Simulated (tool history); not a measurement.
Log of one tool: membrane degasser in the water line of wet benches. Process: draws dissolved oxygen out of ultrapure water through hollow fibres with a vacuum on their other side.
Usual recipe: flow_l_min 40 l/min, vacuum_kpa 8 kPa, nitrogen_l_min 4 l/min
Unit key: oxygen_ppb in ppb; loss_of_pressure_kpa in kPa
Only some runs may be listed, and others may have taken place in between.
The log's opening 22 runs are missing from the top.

run	hour	flow_l_min	vacuum_kpa	nitrogen_l_min	oxygen_ppb	loss_of_pressure_kpa
23	3545.4	40	13.94	3.5	281.7	57.44
24	3733.9	40	17.91	9.31	155.2	57.59
25	3925	40	17.91	9.31	156.7	57.88
26	4153.6	31	17.91	9.31	119.2	44.82
27	4270.6	31	17.91	9.31	119.9	45.07
28	4454.4	50	8	2.33	238.9	72.25
29	4580.9	40	15.53	2.77	397.5	57.49
30	4678.9	30	8.15	2.77	126.6	43.65
31	4896.7	30	8.15	2.77	125.9	43.49

Predict each of these 5 candidate next runs independently; none follows another, all start after run 31:
A	5065.1	40	8	2.54	?	?
B	5065.1	30	8.15	10.06	?	?
C	5065.1	50	11.45	4	?	?
D	5065.1	57	13.62	2.11	?	?
E	5065.1	37	15.63	2.77	?	?

run	oxygen_ppb	loss_of_pressure_kpa
A	174.7	58.56
B	36.9	43.1
C	249.8	72.35
D	597.5	82.52
E	372.1	53.64
What these runs would have given with no unlogged condition in the tool:
run	oxygen_ppb	loss_of_pressure_kpa
A	172	56.08
B	36.3	41.26
C	244.9	69.28
D	589.3	79.01
E	369.5	51.36
